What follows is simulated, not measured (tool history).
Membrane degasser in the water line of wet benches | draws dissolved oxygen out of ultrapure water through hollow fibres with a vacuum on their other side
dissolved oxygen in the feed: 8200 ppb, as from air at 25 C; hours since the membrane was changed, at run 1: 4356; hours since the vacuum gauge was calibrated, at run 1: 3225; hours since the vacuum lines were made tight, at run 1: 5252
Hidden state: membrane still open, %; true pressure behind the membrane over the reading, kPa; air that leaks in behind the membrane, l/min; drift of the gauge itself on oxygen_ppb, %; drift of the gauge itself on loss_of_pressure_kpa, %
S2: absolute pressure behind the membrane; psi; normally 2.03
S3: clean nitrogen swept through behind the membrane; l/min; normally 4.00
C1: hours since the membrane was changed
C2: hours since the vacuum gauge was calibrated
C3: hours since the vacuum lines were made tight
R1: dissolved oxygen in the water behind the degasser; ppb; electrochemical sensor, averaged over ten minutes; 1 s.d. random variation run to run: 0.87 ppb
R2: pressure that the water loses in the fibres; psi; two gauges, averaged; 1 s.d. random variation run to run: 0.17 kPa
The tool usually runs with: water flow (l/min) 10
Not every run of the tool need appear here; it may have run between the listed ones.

Run 1, day 0.000: usual settings; C1 4356; C2 3225; C3 5252. Result: R1 87.5 ppb, R2 4.154 psi.
Run 2, day 13.871: usual settings but S3 2.14 l/min; C1 4689; C2 3558; C3 5585. Result: R1 145.2 ppb, R2 4.160 psi.
Run 3, day 20.612: usual settings but S3 2.14 l/min; C1 4851; C2 3719; C3 5746. Result: R1 144.8 ppb, R2 4.179 psi.
Run 4, day 30.996: usual settings but S3 2.14 l/min; C1 5100; C2 3969; C3 5996. Result: R1 147.1 ppb, R2 4.184 psi.
Run 5, day 43.517: usual settings but S3 2.14 l/min; C1 5401; C2 4269; C3 6296. Result: R1 146.1 ppb, R2 4.179 psi.
Run 6, day 50.638: usual settings; C1 5572; C2 4440; C3 6467. Result: R1 87.9 ppb, R2 4.208 psi.
Run 7, day 59.958: usual settings; C1 5795; C2 4664; C3 6691. Result: R1 88.1 ppb, R2 4.158 psi.
Run 8, day 66.808: usual settings; C1 5960; C2 4828; C3 6855. Result: R1 88.0 ppb, R2 4.177 psi.
Run 9, day 78.512: usual settings; C1 6241; C2 5109; C3 7136. Result: R1 87.9 ppb, R2 4.123 psi.
Run 10, day 90.788: usual settings; C1 6535; C2 5404; C3 7431. Result: R1 88.2 ppb, R2 4.202 psi.
Run 11, day 101.671: usual settings; C1 6797; C2 5665; C3 7692. Result: R1 91.5 ppb, R2 4.225 psi.
Run 12, day 112.504: usual settings but water flow (l/min) 14; C1 7057; C2 5925; C3 7952. Result: R1 132.5 ppb, R2 5.889 psi.
Run 13, day 119.067: usual settings; C1 7214; C2 6082; C3 8109. Result: R1 90.7 ppb, R2 4.258 psi.
Run 14, day 131.262: usual settings; C1 7507; C2 6375; C3 8402. Result: R1 91.5 ppb, R2 4.226 psi.
Run 15, day 144.950: usual settings; C1 7835; C2 6704; C3 8731. Result: R1 91.9 ppb, R2 4.209 psi.
Run 16, day 154.675: usual settings but S2 3.35 psi; C1 8069; C2 6937; C3 8964. Result: R1 149.0 ppb, R2 4.245 psi.
Run 17, day 167.817: usual settings but S2 3.35 psi; C1 8384; C2 7252; C3 9279. Result: R1 148.4 ppb, R2 4.219 psi.
Run 18, day 175.008: usual settings but water flow (l/min) 13, S2 1.89 psi; C1 8557; C2 7425; C3 9452. Result: R1 117.2 ppb, R2 5.519 psi.
Run 19, day 187.412: usual settings but water flow (l/min) 13, S2 1.54 psi, S3 7.95 l/min; C1 8854; C2 7723; C3 9750. Result: R1 67.4 ppb, R2 5.568 psi.
Run 20, day 196.392: usual settings but water flow (l/min) 7, S2 2.61 psi, S3 2.42 l/min; C1 9070; C2 7938; C3 9965. Result: R1 127.0 ppb, R2 2.943 psi.
Run 21, day 208.721: usual settings but water flow (l/min) 7, S2 2.61 psi, S3 2.42 l/min; C1 9366; C2 8234; C3 10261. Result: R1 124.6 ppb, R2 2.973 psi.
At day 213.421: vacuum gauge calibrated.
Run 22, day 220.021: usual settings but S2 1.25 psi, S3 10.33 l/min; C1 9636; C2 158; C3 10532. Result: R1 34.9 ppb, R2 4.279 psi.
Run 23, day 227.133: usual settings but S2 1.25 psi, S3 10.33 l/min; C1 9807; C2 329; C3 10702. Result: R1 34.9 ppb, R2 4.296 psi.
Run 24, day 233.633: usual settings but water flow (l/min) 11, S2 2.73 psi, S3 10.33 l/min; C1 9963; C2 485; C3 10858. Result: R1 70.1 ppb, R2 4.705 psi.
Run 25, day 242.271: usual settings but water flow (l/min) 11, S2 2.73 psi, S3 10.33 l/min; C1 10170; C2 692; C3 11066. Result: R1 70.0 ppb, R2 4.654 psi.
Run 26, day 254.908: usual settings but water flow (l/min) 13, S2 3.54 psi, S3 8.38 l/min; C1 10474; C2 996; C3 11369. Result: R1 121.8 ppb, R2 5.587 psi.
At day 259.279: seals of the vacuum lines changed.
Run 27, day 266.679: usual settings but water flow (l/min) 13, S2 3.54 psi, S3 8.38 l/min; C1 10754; C2 1276; C3 178. Result: R1 117.9 ppb, R2 5.561 psi.
Run 28, day 278.017: usual settings but water flow (l/min) 9, S2 1.57 psi; C1 11026; C2 1548; C3 450. Result: R1 60.3 ppb, R2 3.877 psi.
Run 29, day 288.029: usual settings but water flow (l/min) 8, S2 1.64 psi, S3 3.01 l/min; C1 11267; C2 1789; C3 690. Result: R1 68.7 ppb, R2 3.434 psi.
Run 30, day 298.938: usual settings but water flow (l/min) 8, S2 1.64 psi, S3 3.01 l/min; C1 11528; C2 2050; C3 952. Result: R1 67.6 ppb, R2 3.519 psi.
Run 31, day 312.517: usual settings but water flow (l/min) 14, S2 4.77 psi, S3 3.76 l/min; C1 11854; C2 2376; C3 1278. Result: R1 306.3 ppb, R2 6.079 psi.
Run 32, day 322.188: usual settings but water flow (l/min) 14, S2 3.92 psi; C1 12087; C2 2608; C3 1510. Result: R1 242.4 ppb, R2 6.071 psi.

Entry by entry between the runs, the difference in hidden state between the last listed run before and the first listed run after:
In the gap between runs 21 and 22: vacuum gauge calibrated (day 213.421)
  membrane still open, %: 95 -> 94.8; true pressure behind the membrane over the reading, kPa: 0.26 -> 0.02; air that leaks in behind the membrane, l/min: 0.0202 -> 0.0207
  measured minus no-state result, R1: +13.0 -> +6.7 ppb; R2: +0.151 -> +0.222 psi
In the gap between runs 26 and 27: seals of the vacuum lines changed (day 259.279)
  membrane still open, %: 94.4 -> 94.2; true pressure behind the membrane over the reading, kPa: 0.04 -> 0.05; air that leaks in behind the membrane, l/min: 0.022 -> 0.0042
  measured minus no-state result, R1: +14.1 -> +10.8 ppb; R2: +0.312 -> +0.322 psi
